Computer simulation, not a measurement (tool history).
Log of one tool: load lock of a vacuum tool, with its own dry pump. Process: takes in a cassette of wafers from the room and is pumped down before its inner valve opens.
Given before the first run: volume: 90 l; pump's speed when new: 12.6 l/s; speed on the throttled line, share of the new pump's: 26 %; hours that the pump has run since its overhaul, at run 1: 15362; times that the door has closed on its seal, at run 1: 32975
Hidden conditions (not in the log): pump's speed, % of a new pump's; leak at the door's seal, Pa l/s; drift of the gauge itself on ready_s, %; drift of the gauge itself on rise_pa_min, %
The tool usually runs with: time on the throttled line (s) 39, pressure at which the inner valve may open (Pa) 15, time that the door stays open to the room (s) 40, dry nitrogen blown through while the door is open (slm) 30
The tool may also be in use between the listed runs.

| run | day | time on the throttled line (s) | pressure at which the inner valve may open (Pa) | time that the door stays open to the room (s) | dry nitrogen blown through while the door is open (slm) | hours that the pump has run since its overhaul | times that the door has closed on its seal | incoming humidity of the room's air, % | time from the closed door until the inner valve may open (s) | rise of the pressure with all valves shut (Pa/min) |
|---|---|---|---|---|---|---|---|---|---|---|
| 1 | 0 | 39 | 15 | 40 | 30 | 15362 | 32975 | 48.3 | 100.3 | 0.231 |
| 2 | 13.933 | 39 | 15 | 40 | 30 | 15697 | 34211 | 44.3 | 101.5 | 0.232 |
| 3 | 25.417 | 39 | 15 | 40 | 30 | 15972 | 35230 | 45.3 | 101.7 | 0.244 |
| 4 | 44.792 | 39 | 15 | 40 | 30 | 16438 | 36949 | 48 | 102 | 0.268 |
| 5 | 58.733 | 39 | 17 | 40 | 30 | 16772 | 38186 | 46.2 | 102 | 0.277 |
| 6 | 74.754 | 39 | 15 | 40 | 34 | 17157 | 39607 | 42.8 | 101.9 | 0.292 |
| 7 | 88.275 | 39 | 15 | 40 | 34 | 17481 | 40807 | 41.6 | 102.9 | 0.302 |
| 8 | 104.671 | 39 | 15 | 40 | 34 | 17875 | 42262 | 45.8 | 103.8 | 0.322 |
| 9 | 114.971 | 63 | 15 | 40 | 34 | 18122 | 43175 | 42.5 | 119.8 | 0.328 |
| 10 | 129.062 | 63 | 15 | 40 | 34 | 18460 | 44426 | 42.6 | 121.1 | 0.338 |
| 11 | 138.717 | 39 | 15 | 40 | 30 | 18692 | 45282 | 44.4 | 102.4 | 0.347 |
| 12 | 152.396 | 39 | 19 | 40 | 30 | 19020 | 46496 | 45.5 | 101.6 | 0.375 |
| 13 | 168.483 | 39 | 15 | 153 | 30 | 19406 | 47923 | 41.7 | 103.9 | 0.413 |
| 14 | 178.354 | 39 | 15 | 54 | 30 | 19643 | 48799 | 45.6 | 105.3 | 0.388 |
| 15 | 197.075 | 39 | 15 | 54 | 30 | 20092 | 50460 | 45.5 | 104.4 | 0.416 |
| 16 | 207.608 | 39 | 15 | 54 | 30 | 20345 | 51394 | 45 | 104.8 | 0.438 |
| 17 | 217.692 | 39 | 15 | 54 | 30 | 20587 | 52289 | 48.2 | 104.7 | 0.438 |
| 18 | 227.846 | 39 | 15 | 54 | 30 | 20831 | 53190 | 47 | 104 | 0.444 |
| 19 | 247.275 | 39 | 15 | 42 | 12 | 21297 | 54914 | 47.7 | 106.4 | 0.477 |
|  | 261.029 | door's seal changed, seat wiped |
| 20 | 265.338 | 33 | 18 | 105 | 28 | 21729 | 383 | 45.7 | 100.3 | 0.035 |

Predict the results of run 21:
| 21 | 278.217 | 25 | 11 | 182 | 15 | 22038 | 1526 | 45 | ? | ? |

{"run 21": {"time from the closed door until the inner valve may open (s)": 100.5, "rise of the pressure with all valves shut (Pa/min)": 0.072}}
If the tool had no hidden condition, the same run with the same run-to-run variation would have returned time from the closed door until the inner valve may open (s) 84.9, rise of the pressure with all valves shut (Pa/min) 0.068.
